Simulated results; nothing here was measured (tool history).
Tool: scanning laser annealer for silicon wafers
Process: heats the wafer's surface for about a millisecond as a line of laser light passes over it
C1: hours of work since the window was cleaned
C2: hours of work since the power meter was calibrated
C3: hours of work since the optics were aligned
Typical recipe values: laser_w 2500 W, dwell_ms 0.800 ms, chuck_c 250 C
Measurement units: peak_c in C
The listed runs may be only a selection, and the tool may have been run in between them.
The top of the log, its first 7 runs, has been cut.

run 8 hour=418.9 | laser_w=2500 dwell_ms=0.800 chuck_c=219 | C1=226 C2=311 C3=959 | peak_c=1034
run 9 hour=459.7 | laser_w=2500 dwell_ms=0.800 chuck_c=250 | C1=254 C2=339 C3=987 | peak_c=1064
run 10 hour=503.7 | laser_w=2500 dwell_ms=0.800 chuck_c=250 | C1=284 C2=369 C3=1017 | peak_c=1063
run 11 hour=579.5 | laser_w=2500 dwell_ms=0.800 chuck_c=215 | C1=335 C2=420 C3=1068 | peak_c=1024
run 12 hour=641.7 | laser_w=2750 dwell_ms=0.800 chuck_c=250 | C1=377 C2=463 C3=1111 | peak_c=1135
run 13 hour=680.7 | laser_w=2750 dwell_ms=0.800 chuck_c=250 | C1=404 C2=489 C3=1137 | peak_c=1131
run 14 hour=732.5 | laser_w=2750 dwell_ms=0.800 chuck_c=250 | C1=439 C2=524 C3=1172 | peak_c=1134
run 15 hour=824.2 | laser_w=2637 dwell_ms=0.800 chuck_c=250 | C1=501 C2=586 C3=1234 | peak_c=1097
-- hour=865.3 optics aligned, line set to its width
run 16 hour=880.7 | laser_w=2403 dwell_ms=0.800 chuck_c=250 | C1=536 C2=621 C3=10 | peak_c=1033
run 17 hour=970.5 | laser_w=2403 dwell_ms=0.800 chuck_c=250 | C1=597 C2=682 C3=71 | peak_c=1030
run 18 hour=1021.6 | laser_w=2403 dwell_ms=0.800 chuck_c=261 | C1=631 C2=717 C3=106 | peak_c=1040
-- hour=1049.8 window over the wafer cleaned
run 19 hour=1065.5 | laser_w=2403 dwell_ms=0.800 chuck_c=261 | C1=11 C2=745 C3=134 | peak_c=1057
run 20 hour=1148.7 | laser_w=2500 dwell_ms=0.800 chuck_c=250 | C1=67 C2=802 C3=191 | peak_c=1073
run 21 hour=1211.6 | laser_w=2500 dwell_ms=0.565 chuck_c=237 | C1=110 C2=844 C3=234 | peak_c=911

Run 22 comes next. What will it give?
run 22 hour=1269.8 | laser_w=2500 dwell_ms=0.800 chuck_c=217 | C1=149 C2=884 C3=273 | peak_c=?

peak_c: 1037 C
Take away the tool's hidden state, keep the run-to-run variation as it was, and the same run would have given peak_c 1044 C.
